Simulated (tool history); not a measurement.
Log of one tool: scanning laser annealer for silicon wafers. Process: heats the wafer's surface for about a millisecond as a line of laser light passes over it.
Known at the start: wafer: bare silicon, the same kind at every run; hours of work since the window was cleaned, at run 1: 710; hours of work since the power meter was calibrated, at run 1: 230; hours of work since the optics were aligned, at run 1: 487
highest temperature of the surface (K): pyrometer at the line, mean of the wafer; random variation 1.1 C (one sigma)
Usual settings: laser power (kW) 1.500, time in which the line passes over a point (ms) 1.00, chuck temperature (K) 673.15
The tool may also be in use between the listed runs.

run,day,laser power (kW),time in which the line passes over a point (ms),chuck temperature (K),hours of work since the window was cleaned,hours of work since the power meter was calibrated,hours of work since the optics were aligned,highest temperature of the surface (K)
1,0.000,1.500,1.00,673.15,710,230,487,1404.15
2,0.425,1.500,1.00,673.15,715,235,492,1405.15
3,0.725,1.500,0.78,673.15,719,239,496,1324.15
4,1.212,1.500,1.00,673.15,725,245,502,1403.15
5,1.654,1.500,1.00,673.15,731,251,508,1404.15
6,2.062,1.500,1.00,673.15,736,256,513,1404.15
7,2.504,1.500,1.00,673.15,742,262,519,1404.15
8,2.946,1.500,1.00,673.15,748,268,524,1403.15
9,3.158,1.500,1.00,673.15,750,270,527,1404.15
10,3.621,1.500,1.00,673.15,756,276,533,1402.15
11,3.929,1.500,1.00,673.15,760,280,537,1404.15
12,4.421,1.500,1.00,673.15,766,286,543,1403.15

Forecast run 13:
13,4.692,1.454,1.10,691.15,770,290,547,?

{"run 13": {"highest temperature of the surface (K)": 1425.15}}
Without the tool's hidden state the same run would have given highest temperature of the surface (K) 1426.15.

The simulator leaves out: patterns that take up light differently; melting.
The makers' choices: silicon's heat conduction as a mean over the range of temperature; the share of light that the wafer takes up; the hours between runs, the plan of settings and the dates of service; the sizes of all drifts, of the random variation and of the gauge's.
